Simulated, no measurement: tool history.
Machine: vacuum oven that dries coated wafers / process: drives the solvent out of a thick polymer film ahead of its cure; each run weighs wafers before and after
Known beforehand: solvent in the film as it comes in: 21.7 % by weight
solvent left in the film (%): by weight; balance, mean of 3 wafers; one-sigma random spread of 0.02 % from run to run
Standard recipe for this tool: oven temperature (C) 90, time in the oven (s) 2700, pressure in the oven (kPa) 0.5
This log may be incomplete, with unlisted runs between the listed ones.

run	hour	oven temperature (C)	time in the oven (s)	pressure in the oven (kPa)	solvent left in the film (%)
1	0	90	2700	0.5	2.91
2	28.1	90	2700	0.5	2.95
3	71.5	90	2700	0.5	2.95
4	117.1	90	2700	0.5	2.91
5	154.9	94	2700	0.5	2.05
6	199.6	94	2700	0.5	2.03
7	234.6	90	3360	0.5	1.95
8	257	90	3360	0.5	1.96
9	300.1	90	2700	0.387	2.85
10	328	90	2700	0.387	2.86
11	357.7	90	2700	0.387	2.87
12	390.9	90	2700	0.939	3.08
# hour 430.3: oven's thermocouples calibrated
13	436.8	90	2700	0.939	3.13
14	472.9	90	2700	0.5	2.94
15	515.4	90	2700	0.5	2.95
16	545.8	90	2700	0.5	2.93
17	595.6	90	2700	0.5	2.93
18	632	90	2700	0.5	2.95
19	653.5	90	2700	0.5	2.94
20	686.8	90	2700	0.5	2.95
21	720	98	2520	0.493	1.58
22	771.9	98	2520	0.493	1.56
23	800.7	76	2700	0.805	7.37
24	830.4	76	2700	0.805	7.39
25	876.4	98	2700	0.58	1.39
26	913.2	98	2700	0.58	1.34
27	942.8	88	4860	0.485	1.1
# hour 947.4: vacuum gauge cleaned of residue and calibrated
28	982	88	1380	0.48	7.57
29	1019.2	88	1380	0.48	7.59
30	1053.6	102	3480	1.208	0.69
31	1096.4	90	3960	0.31	1.38
32	1136.9	78	2220	0.313	7.74
# hour 1152.4: vacuum gauge cleaned of residue and calibrated, once more
33	1174.7	92	3120	1.949	2.3
34	1196.9	93	2880	0.5	1.88
35	1232	84	1500	0.36	8.15
36	1255.4	85	3960	0.828	2.33
37	1304.6	102	2700	0.863	0.86
38	1343.1	102	2700	0.863	0.85
39	1389	91	2760	1.329	2.74

3 ways to go on from here, each from the tool as it stands after run 39. What would each give?
A	1439.9	91	2760	1.395	?
B	1439.9	96	1680	0.974	?
C	1439.9	90	3120	1.904	?

run	solvent left in the film (%)
A	2.82
B	3.92
C	2.66
Take away the tool's hidden state, keep each run's random variation, and the runs would have read:
run	solvent left in the film (%)
A	2.95
B	4.08
C	2.78

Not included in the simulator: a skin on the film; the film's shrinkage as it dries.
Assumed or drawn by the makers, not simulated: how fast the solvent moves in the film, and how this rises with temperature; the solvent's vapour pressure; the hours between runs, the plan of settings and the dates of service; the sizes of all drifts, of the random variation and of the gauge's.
